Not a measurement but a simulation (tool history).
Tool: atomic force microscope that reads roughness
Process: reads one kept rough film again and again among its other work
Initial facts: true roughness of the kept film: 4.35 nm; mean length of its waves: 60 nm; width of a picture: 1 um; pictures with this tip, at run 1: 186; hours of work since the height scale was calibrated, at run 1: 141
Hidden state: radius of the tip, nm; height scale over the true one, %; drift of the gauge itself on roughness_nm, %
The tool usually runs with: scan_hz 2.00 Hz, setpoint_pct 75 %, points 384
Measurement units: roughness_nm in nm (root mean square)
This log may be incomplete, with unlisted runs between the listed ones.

run   hour  scan_hz  setpoint_pct  points  pictures with this tip  hours of work since the height scale was calibrated  roughness_nm
  1    0.0     2.00            75     384                     186                                                  141         3.557
  2   13.6     2.00            75     384                     196                                                  147         3.569
      25.6  -- new tip fitted
  3   30.0     2.00            75     384                       3                                                  154         3.785
  4   43.3     2.00            75     384                      12                                                  159         3.742
  5   50.9     2.00            75     384                      18                                                  163         3.735
  6   62.0     2.00            75     784                      25                                                  167         3.719
  7   72.4     2.00            75     784                      33                                                  172         3.750
  8   89.0     2.00            84     784                      44                                                  178         3.562
  9  104.8     2.00            84     784                      55                                                  185         3.538
 10  121.6     0.56            88     784                      67                                                  192         3.895
 11  130.2     2.00            57     704                      73                                                  196         3.945
 12  143.8     0.51            61     471                      82                                                  201         4.028
 13  157.3     2.00            76     727                      92                                                  207         3.661

What differs in the tool's unlogged condition from the final listed run ahead of each entry between runs to the first listed run following it?
Between runs 2 and 3: new tip fitted (hour 25.6)
  radius of the tip, nm: 22.2 -> 10.6
  difference, measured minus the result without the unlogged condition, roughness_nm: -0.200 -> -0.014 nm (root mean square)
